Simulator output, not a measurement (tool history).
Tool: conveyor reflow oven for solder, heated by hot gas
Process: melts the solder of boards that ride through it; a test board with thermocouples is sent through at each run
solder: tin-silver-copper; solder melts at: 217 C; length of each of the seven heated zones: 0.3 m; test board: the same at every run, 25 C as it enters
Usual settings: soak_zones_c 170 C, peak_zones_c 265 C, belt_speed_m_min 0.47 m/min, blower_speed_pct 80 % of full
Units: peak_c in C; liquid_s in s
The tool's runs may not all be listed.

{"run": 1, "hour": 0.0, "soak_zones_c": 170, "peak_zones_c": 265, "belt_speed_m_min": 0.47, "blower_speed_pct": 80, "peak_c": 248.7, "liquid_s": 53.9}
{"run": 2, "hour": 65.8, "soak_zones_c": 170, "peak_zones_c": 265, "belt_speed_m_min": 0.47, "blower_speed_pct": 80, "peak_c": 248.3, "liquid_s": 53.8}
{"run": 3, "hour": 142.1, "soak_zones_c": 170, "peak_zones_c": 265, "belt_speed_m_min": 0.47, "blower_speed_pct": 80, "peak_c": 247.3, "liquid_s": 53.7}
{"hour": 213.0, "done": "flux residue cleaned out of gas plates and filters"}
{"run": 4, "hour": 244.2, "soak_zones_c": 170, "peak_zones_c": 265, "belt_speed_m_min": 0.516, "blower_speed_pct": 80, "peak_c": 246.3, "liquid_s": 47}
{"run": 5, "hour": 292.9, "soak_zones_c": 170, "peak_zones_c": 265, "belt_speed_m_min": 0.516, "blower_speed_pct": 80, "peak_c": 246.4, "liquid_s": 46.6}
{"hour": 343.1, "done": "thermocouples of zones 6 and 7 changed"}
{"run": 6, "hour": 347.4, "soak_zones_c": 170, "peak_zones_c": 265, "belt_speed_m_min": 0.393, "blower_speed_pct": 80, "peak_c": 255.6, "liquid_s": 72.6}
{"run": 7, "hour": 443.1, "soak_zones_c": 170, "peak_zones_c": 265, "belt_speed_m_min": 0.393, "blower_speed_pct": 80, "peak_c": 255.3, "liquid_s": 72.9}
{"run": 8, "hour": 520.0, "soak_zones_c": 170, "peak_zones_c": 265, "belt_speed_m_min": 0.393, "blower_speed_pct": 80, "peak_c": 255.3, "liquid_s": 72.6}
{"run": 9, "hour": 593.7, "soak_zones_c": 170, "peak_zones_c": 265, "belt_speed_m_min": 0.54, "blower_speed_pct": 80, "peak_c": 246.5, "liquid_s": 43.5}
{"run": 10, "hour": 677.1, "soak_zones_c": 170, "peak_zones_c": 265, "belt_speed_m_min": 0.54, "blower_speed_pct": 80, "peak_c": 245.3, "liquid_s": 43.2}
{"run": 11, "hour": 746.8, "soak_zones_c": 170, "peak_zones_c": 265, "belt_speed_m_min": 0.54, "blower_speed_pct": 80, "peak_c": 245.1, "liquid_s": 43.4}
{"run": 12, "hour": 840.0, "soak_zones_c": 170, "peak_zones_c": 265, "belt_speed_m_min": 0.54, "blower_speed_pct": 80, "peak_c": 244.7, "liquid_s": 42.6}
{"hour": 867.0, "done": "flux residue cleaned out of gas plates and filters"}
{"run": 13, "hour": 913.3, "soak_zones_c": 170, "peak_zones_c": 265, "belt_speed_m_min": 0.54, "blower_speed_pct": 80, "peak_c": 246.6, "liquid_s": 44.7}
{"run": 14, "hour": 997.8, "soak_zones_c": 170, "peak_zones_c": 265, "belt_speed_m_min": 0.47, "blower_speed_pct": 59, "peak_c": 245.4, "liquid_s": 50.5}
{"run": 15, "hour": 1040.1, "soak_zones_c": 170, "peak_zones_c": 265, "belt_speed_m_min": 0.47, "blower_speed_pct": 59, "peak_c": 244.9, "liquid_s": 50}
{"run": 16, "hour": 1110.3, "soak_zones_c": 179, "peak_zones_c": 258, "belt_speed_m_min": 0.501, "blower_speed_pct": 61, "peak_c": 239.3, "liquid_s": 44.2}
{"run": 17, "hour": 1169.3, "soak_zones_c": 171, "peak_zones_c": 258, "belt_speed_m_min": 0.451, "blower_speed_pct": 61, "peak_c": 241.1, "liquid_s": 48.8}
{"run": 18, "hour": 1230.8, "soak_zones_c": 171, "peak_zones_c": 277, "belt_speed_m_min": 0.451, "blower_speed_pct": 54, "peak_c": 254.4, "liquid_s": 60.4}
{"run": 19, "hour": 1319.0, "soak_zones_c": 171, "peak_zones_c": 277, "belt_speed_m_min": 0.451, "blower_speed_pct": 54, "peak_c": 254, "liquid_s": 60.4}
{"run": 20, "hour": 1385.3, "soak_zones_c": 177, "peak_zones_c": 275, "belt_speed_m_min": 0.486, "blower_speed_pct": 80, "peak_c": 258, "liquid_s": 61.4}
{"run": 21, "hour": 1469.5, "soak_zones_c": 170, "peak_zones_c": 265, "belt_speed_m_min": 0.401, "blower_speed_pct": 55, "peak_c": 247.9, "liquid_s": 63.4}
{"hour": 1524.5, "done": "flux residue cleaned out of gas plates and filters"}
{"run": 22, "hour": 1531.6, "soak_zones_c": 170, "peak_zones_c": 265, "belt_speed_m_min": 0.401, "blower_speed_pct": 55, "peak_c": 249.1, "liquid_s": 65}
{"run": 23, "hour": 1613.3, "soak_zones_c": 170, "peak_zones_c": 274, "belt_speed_m_min": 0.486, "blower_speed_pct": 80, "peak_c": 257.1, "liquid_s": 58.2}
{"run": 24, "hour": 1697.0, "soak_zones_c": 170, "peak_zones_c": 278, "belt_speed_m_min": 0.521, "blower_speed_pct": 73, "peak_c": 256.4, "liquid_s": 53.8}
{"run": 25, "hour": 1744.7, "soak_zones_c": 171, "peak_zones_c": 257, "belt_speed_m_min": 0.521, "blower_speed_pct": 88, "peak_c": 241.7, "liquid_s": 43.6}
{"hour": 1782.9, "done": "belt drive overhauled, speed set with a stopwatch"}
{"run": 26, "hour": 1800.2, "soak_zones_c": 171, "peak_zones_c": 265, "belt_speed_m_min": 0.492, "blower_speed_pct": 88, "peak_c": 249.3, "liquid_s": 52.1}
{"run": 27, "hour": 1851.3, "soak_zones_c": 170, "peak_zones_c": 256, "belt_speed_m_min": 0.47, "blower_speed_pct": 78, "peak_c": 239.9, "liquid_s": 46.1}
{"run": 28, "hour": 1900.8, "soak_zones_c": 170, "peak_zones_c": 256, "belt_speed_m_min": 0.47, "blower_speed_pct": 66, "peak_c": 237.7, "liquid_s": 42.3}
{"run": 29, "hour": 1941.9, "soak_zones_c": 174, "peak_zones_c": 265, "belt_speed_m_min": 0.47, "blower_speed_pct": 78, "peak_c": 248.9, "liquid_s": 54.1}

Forecast each of these 5 alternatives for the next run:
{"run": "A", "hour": 1999.4, "soak_zones_c": 178, "peak_zones_c": 265, "belt_speed_m_min": 0.47, "blower_speed_pct": 78, "peak_c": "?", "liquid_s": "?"}
{"run": "B", "hour": 1999.4, "soak_zones_c": 178, "peak_zones_c": 272, "belt_speed_m_min": 0.47, "blower_speed_pct": 80, "peak_c": "?", "liquid_s": "?"}
{"run": "C", "hour": 1999.4, "soak_zones_c": 162, "peak_zones_c": 265, "belt_speed_m_min": 0.486, "blower_speed_pct": 76, "peak_c": "?", "liquid_s": "?"}
{"run": "D", "hour": 1999.4, "soak_zones_c": 174, "peak_zones_c": 265, "belt_speed_m_min": 0.47, "blower_speed_pct": 78, "peak_c": "?", "liquid_s": "?"}
{"run": "E", "hour": 1999.4, "soak_zones_c": 162, "peak_zones_c": 265, "belt_speed_m_min": 0.403, "blower_speed_pct": 80, "peak_c": "?", "liquid_s": "?"}

run=A peak_c=249.2 liquid_s=57.1
run=B peak_c=255.6 liquid_s=61.5
run=C peak_c=244.7 liquid_s=45.5
run=D peak_c=248.9 liquid_s=54.5
run=E peak_c=251.6 liquid_s=63.5
Without the tool's hidden state the same runs would have given:
run=A peak_c=251.9 liquid_s=59.4
run=B peak_c=258.4 liquid_s=63.4
run=C peak_c=247.7 liquid_s=48.3
run=D peak_c=251.6 liquid_s=56.9
run=E peak_c=254.4 liquid_s=66.1

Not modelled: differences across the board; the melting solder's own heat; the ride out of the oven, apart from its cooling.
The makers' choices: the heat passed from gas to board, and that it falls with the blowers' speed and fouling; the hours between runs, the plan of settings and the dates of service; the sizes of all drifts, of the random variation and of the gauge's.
